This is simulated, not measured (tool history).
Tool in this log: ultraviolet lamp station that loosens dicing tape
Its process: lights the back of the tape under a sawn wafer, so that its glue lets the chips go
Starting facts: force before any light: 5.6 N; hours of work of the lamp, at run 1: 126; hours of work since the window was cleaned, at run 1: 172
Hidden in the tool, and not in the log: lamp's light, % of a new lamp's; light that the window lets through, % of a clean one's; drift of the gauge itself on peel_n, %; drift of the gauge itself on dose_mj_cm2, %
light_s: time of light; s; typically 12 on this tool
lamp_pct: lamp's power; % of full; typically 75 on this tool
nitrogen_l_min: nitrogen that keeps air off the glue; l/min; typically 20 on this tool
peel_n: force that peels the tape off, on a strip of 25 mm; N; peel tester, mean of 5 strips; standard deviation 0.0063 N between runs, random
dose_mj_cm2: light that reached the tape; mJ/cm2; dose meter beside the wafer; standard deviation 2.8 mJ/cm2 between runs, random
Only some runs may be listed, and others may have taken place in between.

| run | hour | light_s | lamp_pct | nitrogen_l_min | hours of work of the lamp | hours of work since the window was cleaned | peel_n | dose_mj_cm2 |
|---|---|---|---|---|---|---|---|---|
| 1 | 0 | 12 | 75 | 20 | 126 | 172 | 0.194 | 401 |
| 2 | 26.7 | 12 | 75 | 20 | 144 | 191 | 0.197 | 393 |
| 3 | 66.5 | 12 | 75 | 20 | 172 | 219 | 0.187 | 395 |
| 4 | 97.5 | 12 | 75 | 20 | 194 | 240 | 0.197 | 396 |
| 5 | 138 | 12 | 75 | 20 | 222 | 269 | 0.193 | 397 |
| 6 | 182.4 | 12 | 75 | 20 | 253 | 300 | 0.2 | 397 |
| 7 | 229.2 | 12 | 75 | 20 | 286 | 333 | 0.201 | 397 |
| 8 | 274.8 | 12 | 75 | 20 | 318 | 365 | 0.187 | 394 |
| 9 | 299 | 12 | 75 | 20 | 335 | 382 | 0.189 | 395 |
| 10 | 330.1 | 12 | 75 | 20 | 357 | 403 | 0.19 | 397 |
| 11 | 374.3 | 12 | 75 | 20 | 388 | 434 | 0.19 | 395 |
| 12 | 410.5 | 12 | 75 | 20 | 413 | 460 | 0.189 | 393 |
| 13 | 455.8 | 22 | 80 | 20 | 445 | 492 | 0.09 | 776 |
| 14 | 484.8 | 22 | 75 | 13 | 466 | 512 | 0.104 | 721 |
| 15 | 511.3 | 12 | 75 | 12 | 484 | 530 | 0.274 | 394 |
| 16 | 546.4 | 12 | 97 | 33 | 509 | 555 | 0.111 | 511 |
| 17 | 567.5 | 10 | 97 | 14 | 523 | 570 | 0.199 | 429 |
| 18 | 595.2 | 8 | 75 | 20 | 543 | 589 | 0.479 | 264 |
|  | 614.5 | window cleaned of glue's vapour |
| 19 | 640.8 | 15 | 75 | 20 | 575 | 18 | 0.125 | 494 |
| 20 | 670.6 | 14 | 74 | 14 | 595 | 39 | 0.179 | 461 |
| 21 | 693.5 | 16 | 75 | 25 | 612 | 55 | 0.108 | 521 |
| 22 | 742.9 | 16 | 75 | 25 | 646 | 90 | 0.105 | 527 |
| 23 | 779.1 | 20 | 75 | 20 | 671 | 115 | 0.106 | 665 |

Take each entry between the runs: how does the hidden state at the last listed run before it differ from the hidden state at the first listed run after it?
From run 18 to run 19: window cleaned of glue's vapour (hour 614.5)
  light that the window lets through, % of a clean one's: 99.9 -> 100
